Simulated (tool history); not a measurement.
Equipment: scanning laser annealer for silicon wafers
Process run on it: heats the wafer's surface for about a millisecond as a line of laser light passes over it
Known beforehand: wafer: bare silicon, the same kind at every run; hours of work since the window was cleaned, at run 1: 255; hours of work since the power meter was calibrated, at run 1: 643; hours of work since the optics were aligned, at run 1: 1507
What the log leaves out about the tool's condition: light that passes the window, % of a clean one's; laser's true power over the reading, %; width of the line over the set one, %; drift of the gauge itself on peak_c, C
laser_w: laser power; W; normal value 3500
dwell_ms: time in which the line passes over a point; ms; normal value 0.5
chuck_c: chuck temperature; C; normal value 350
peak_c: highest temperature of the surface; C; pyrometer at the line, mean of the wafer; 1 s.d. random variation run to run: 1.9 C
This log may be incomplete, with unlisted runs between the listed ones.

run	hour	laser_w	dwell_ms	chuck_c	hours of work since the window was cleaned	hours of work since the power meter was calibrated	hours of work since the optics were aligned	peak_c
1	0	3500	0.5	350	255	643	1507	1110
2	12.2	3571	0.5	350	264	651	1516	1129
# hour 27.2: optics aligned, line set to its width
3	34	3500	0.5	350	275	663	5	1112
4	48.1	3500	0.5	350	285	673	15	1111
5	69.6	3500	0.5	350	300	688	30	1111
6	86.8	3500	0.5	319	313	700	42	1082
7	107.8	3500	0.5	319	327	715	57	1076
8	122	3357	0.564	328	337	725	67	1105
9	140.5	3179	0.37	350	350	738	80	932
10	163	3383	0.605	377	366	754	95	1185
11	176.8	3383	0.605	377	376	764	105	1190

Branching from run 11: 4 alternative next runs. What would each branch give?
A	197.3	3782	0.605	377	390	778	120	?
B	197.3	3483	0.5	382	390	778	120	?
C	197.3	3451	0.469	381	390	778	120	?
D	197.3	3562	0.605	377	390	778	120	?

run	peak_c
A	1296
B	1139
C	1102
D	1238
With no hidden state in the tool, these same runs would have given:
run	peak_c
A	1297
B	1140
C	1103
D	1239
